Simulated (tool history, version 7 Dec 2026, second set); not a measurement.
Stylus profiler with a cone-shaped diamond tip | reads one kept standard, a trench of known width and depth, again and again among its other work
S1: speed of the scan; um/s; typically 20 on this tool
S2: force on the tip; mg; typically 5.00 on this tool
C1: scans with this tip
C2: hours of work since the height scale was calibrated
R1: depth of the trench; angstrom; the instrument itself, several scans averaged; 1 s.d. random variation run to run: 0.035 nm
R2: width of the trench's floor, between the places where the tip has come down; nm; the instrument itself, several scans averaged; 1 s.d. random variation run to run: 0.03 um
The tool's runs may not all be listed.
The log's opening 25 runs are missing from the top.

run,day,S1,S2,C1,C2,R1,R2
26,15.542,20,2.07,5252,811,1006.6,28250
27,15.900,56,6.31,5293,817,1015.5,28120
28,16.321,15,2.32,5341,824,1007.4,28300
29,17.083,6,13.99,5428,838,1026.8,28390
30,17.767,6,13.99,5506,850,1026.1,28320
31,18.304,26,5.00,5567,859,1012.3,28280
32,18.862,9,4.53,5631,869,1011.8,28350
33,19.258,9,4.53,5676,876,1011.7,28280
34,20.067,9,5.00,5768,890,1012.5,28310
35,20.717,13,12.37,5843,902,1024.2,28300
36,21.067,47,1.80,5883,908,1005.7,27980
37,21.871,8,11.80,5974,922,1023.3,28330
38,22.404,6,7.99,6035,932,1018.1,28290
39,23.250,6,7.99,6132,947,1017.9,28280

Forecast each of these 5 alternatives for the next run:
A,23.954,20,13.90,6212,959,?,?
B,23.954,10,10.98,6212,959,?,?
C,23.954,11,4.01,6212,959,?,?
D,23.954,7,8.63,6212,959,?,?
E,23.954,26,7.99,6212,959,?,?

run,R1,R2
A,1026.0,28290
B,1022.7,28260
C,1011.1,28270
D,1019.1,28400
E,1017.9,28260
Had the tool no hidden state, the same runs would have come out as:
run,R1,R2
A,1026.9,28560
B,1023.7,28520
C,1012.1,28540
D,1020.1,28660
E,1018.8,28520

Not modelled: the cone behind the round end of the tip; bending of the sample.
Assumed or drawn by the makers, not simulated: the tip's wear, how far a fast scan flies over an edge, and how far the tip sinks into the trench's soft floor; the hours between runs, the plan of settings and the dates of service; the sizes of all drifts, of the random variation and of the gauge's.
